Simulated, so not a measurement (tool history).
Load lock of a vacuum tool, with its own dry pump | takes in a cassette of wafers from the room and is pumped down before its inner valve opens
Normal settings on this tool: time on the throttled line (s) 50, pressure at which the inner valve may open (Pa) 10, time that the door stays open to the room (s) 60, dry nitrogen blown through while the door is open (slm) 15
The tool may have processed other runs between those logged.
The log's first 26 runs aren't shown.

run	hour	time on the throttled line (s)	pressure at which the inner valve may open (Pa)	time that the door stays open to the room (s)	dry nitrogen blown through while the door is open (slm)	hours that the pump has run since its overhaul	times that the door has closed on its seal	incoming humidity of the room's air, %	time from the closed door until the inner valve may open (s)	rise of the pressure with all valves shut (Pa/min)
27	10296.4	26	7	84	14	13254	20517	44.3	78.9	0.383
28	10630.1	55	16	84	8	13588	20868	48.3	96.8	0.398
# hour 10683.1: dry pump taken out, an overhauled one fitted
29	10881.5	55	16	84	8	198	21125	46.2	92.6	0.417
30	11364.8	55	16	84	8	682	21633	45.5	92.3	0.429
31	11852.4	50	10	60	16	1169	22145	46.4	91.5	0.418
32	12118.1	67	10	60	15	1435	22424	41.5	105.2	0.424
33	12438.8	29	10	60	13	1756	22761	47.3	74.7	0.438
34	12967.5	29	10	60	13	2284	23317	44.3	74.2	0.452
35	13251.4	29	10	29	13	2568	23615	47.2	75	0.445
36	13519.1	67	10	60	15	2836	23896	45.3	106	0.466
37	13809.2	67	10	60	15	3126	24201	45.8	105.7	0.475

Here are 3 independent what-if runs from the current tool condition. What would each one return?
A	14119.1	32	8	60	15	3436	24526	41.9	?	?
B	14119.1	67	13	60	15	3436	24526	48.3	?	?
C	14119.1	52	10	95	5	3436	24526	44.5	?	?

run	time from the closed door until the inner valve may open (s)	rise of the pressure with all valves shut (Pa/min)
A	78.9	0.476
B	104.5	0.484
C	94.1	0.514
Take away the tool's hidden state, keep each run's random variation, and the runs would have read:
run	time from the closed door until the inner valve may open (s)	rise of the pressure with all valves shut (Pa/min)
A	77.1	0.042
B	103.1	0.048
C	92.6	0.074

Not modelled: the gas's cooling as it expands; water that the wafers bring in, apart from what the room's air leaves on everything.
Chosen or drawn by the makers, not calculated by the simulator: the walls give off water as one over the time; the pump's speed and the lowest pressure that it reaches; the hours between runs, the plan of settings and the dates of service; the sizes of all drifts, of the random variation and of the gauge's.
